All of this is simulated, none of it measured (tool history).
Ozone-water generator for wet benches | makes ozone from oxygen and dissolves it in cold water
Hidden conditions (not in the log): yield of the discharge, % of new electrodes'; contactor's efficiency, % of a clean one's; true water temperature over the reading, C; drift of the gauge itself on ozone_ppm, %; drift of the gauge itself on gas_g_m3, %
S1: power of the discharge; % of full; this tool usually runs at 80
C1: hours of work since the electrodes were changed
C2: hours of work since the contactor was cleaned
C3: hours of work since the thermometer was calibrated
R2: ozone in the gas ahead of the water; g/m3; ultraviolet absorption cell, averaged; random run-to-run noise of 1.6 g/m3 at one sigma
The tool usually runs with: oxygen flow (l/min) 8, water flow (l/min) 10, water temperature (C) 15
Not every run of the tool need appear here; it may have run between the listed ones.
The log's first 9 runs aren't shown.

Run 10, hour 445.2: usual settings but oxygen flow (l/min) 13.52; C1 1300; C2 462; C3 4974. Result: dissolved ozone (ppm) 43.1, R2 211.3 g/m3.
Run 11, hour 503: usual settings but water temperature (C) 11; C1 1340; C2 503; C3 5015. Result: dissolved ozone (ppm) 57.5, R2 293.6 g/m3.
Run 12, hour 550.2: usual settings but water temperature (C) 11; C1 1374; C2 536; C3 5048. Result: dissolved ozone (ppm) 57.8, R2 296.2 g/m3.
Run 13, hour 582.8: usual settings but water temperature (C) 11; C1 1397; C2 559; C3 5071. Result: dissolved ozone (ppm) 56.7, R2 293.5 g/m3.
Run 14, hour 650.7: usual settings but water temperature (C) 11; C1 1444; C2 607; C3 5119. Result: dissolved ozone (ppm) 56.8, R2 294.3 g/m3.
Run 15, hour 699.6: usual settings but oxygen flow (l/min) 7.26; C1 1479; C2 641; C3 5153. Result: dissolved ozone (ppm) 53.8, R2 309.7 g/m3.
Run 16, hour 728.7: usual settings but oxygen flow (l/min) 7.26; C1 1499; C2 662; C3 5174. Result: dissolved ozone (ppm) 54, R2 309.1 g/m3.
Run 17, hour 764.4: usual settings but water flow (l/min) 7, water temperature (C) 12; C1 1524; C2 687; C3 5199. Result: dissolved ozone (ppm) 66.9, R2 293.7 g/m3.
Run 18, hour 795.3: usual settings but S1 49 % of full, oxygen flow (l/min) 7.99, water flow (l/min) 7, water temperature (C) 10; C1 1546; C2 709; C3 5221. Result: dissolved ozone (ppm) 45.4, R2 188 g/m3.
Run 19, hour 844.6: usual settings but S1 71 % of full, oxygen flow (l/min) 13.44, water flow (l/min) 7; C1 1581; C2 743; C3 5256. Result: dissolved ozone (ppm) 43.7, R2 188.5 g/m3.
Run 20, hour 895.7: usual settings but S1 71 % of full, oxygen flow (l/min) 13.44, water flow (l/min) 7; C1 1617; C2 779; C3 5291. Result: dissolved ozone (ppm) 44, R2 188.2 g/m3.
Run 21, hour 937.4: usual settings but S1 71 % of full, oxygen flow (l/min) 13.44, water flow (l/min) 7; C1 1646; C2 809; C3 5321. Result: dissolved ozone (ppm) 44.7, R2 188.2 g/m3.
Run 22, hour 968.7: usual settings but S1 62 % of full, oxygen flow (l/min) 13.42, water flow (l/min) 7, water temperature (C) 8; C1 1668; C2 831; C3 5343. Result: dissolved ozone (ppm) 47.6, R2 168.8 g/m3.
Run 23, hour 1024.1: usual settings but S1 64 % of full, oxygen flow (l/min) 4.72, water flow (l/min) 14, water temperature (C) 11; C1 1707; C2 870; C3 5382. Result: dissolved ozone (ppm) 40.2, R2 331.8 g/m3.

Expected results for the next run?
Run 24, hour 1056.1: usual settings but S1 45 % of full, water temperature (C) 12; C1 1730; C2 892; C3 5404. Result: dissolved ozone (ppm) ?, R2 ?.

dissolved ozone (ppm): 33.4
R2: 172.9 g/m3
With the hidden condition absent and the run-to-run variation left alone, this run would have shown dissolved ozone (ppm) 35, R2 178.1 g/m3.

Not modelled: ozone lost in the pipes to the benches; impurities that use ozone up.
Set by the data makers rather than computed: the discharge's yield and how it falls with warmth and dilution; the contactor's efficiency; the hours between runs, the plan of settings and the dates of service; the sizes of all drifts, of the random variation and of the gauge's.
